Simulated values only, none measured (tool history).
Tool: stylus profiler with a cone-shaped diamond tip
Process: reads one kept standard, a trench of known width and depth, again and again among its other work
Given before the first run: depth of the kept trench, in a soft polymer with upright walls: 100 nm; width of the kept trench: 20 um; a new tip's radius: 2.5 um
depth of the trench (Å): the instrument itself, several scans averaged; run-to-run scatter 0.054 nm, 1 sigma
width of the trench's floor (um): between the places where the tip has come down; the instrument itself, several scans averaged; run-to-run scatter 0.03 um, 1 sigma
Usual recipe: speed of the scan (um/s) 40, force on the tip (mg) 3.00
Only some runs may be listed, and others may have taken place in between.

run	hour	speed of the scan (um/s)	force on the tip (mg)	depth of the trench (Å)	width of the trench's floor (um)
1	0.0	40	3.00	1019.0	18.46
2	34.4	15	3.00	1019.0	18.52
3	61.9	15	3.00	1019.5	18.55
4	98.4	112	3.00	1018.3	18.30
5	117.2	112	3.00	1018.0	18.28
6	149.3	112	3.00	1019.1	18.20
7	176.8	34	3.00	1017.5	18.44
8	194.1	34	3.00	1018.6	18.43
9	225.2	34	3.00	1018.3	18.46
10	246.7	27	1.99	1012.3	18.44
11	265.5	66	3.00	1018.2	18.33
12	285.5	106	3.00	1017.9	18.23
13	311.9	32	8.02	1036.1	18.51

Some steps in depth of the trench (Å), run to run, broken into two amounts with sign: the step expected even without the hidden condition (settings, incoming material, random variation), and the rest, left for the hidden condition together with whatever gauge scatter is not in both the measured and the hidden-condition-free result:
Unlogged tool condition in this case: radius of the tip, um; height scale over the true one, %; drift of the gauge itself on depth_nm, %; drift of the gauge itself on floor_um, %.
Run 1 -> 2: speed of the scan (um/s) 40 -> 15. depth of the trench (Å) +0.0: hidden state -0.1, all else +0.1.
Run 12 -> 13: speed of the scan (um/s) 106 -> 32, force on the tip (mg) 3.00 -> 8.02. depth of the trench (Å) +18.2: hidden state +0.0, all else +18.2.
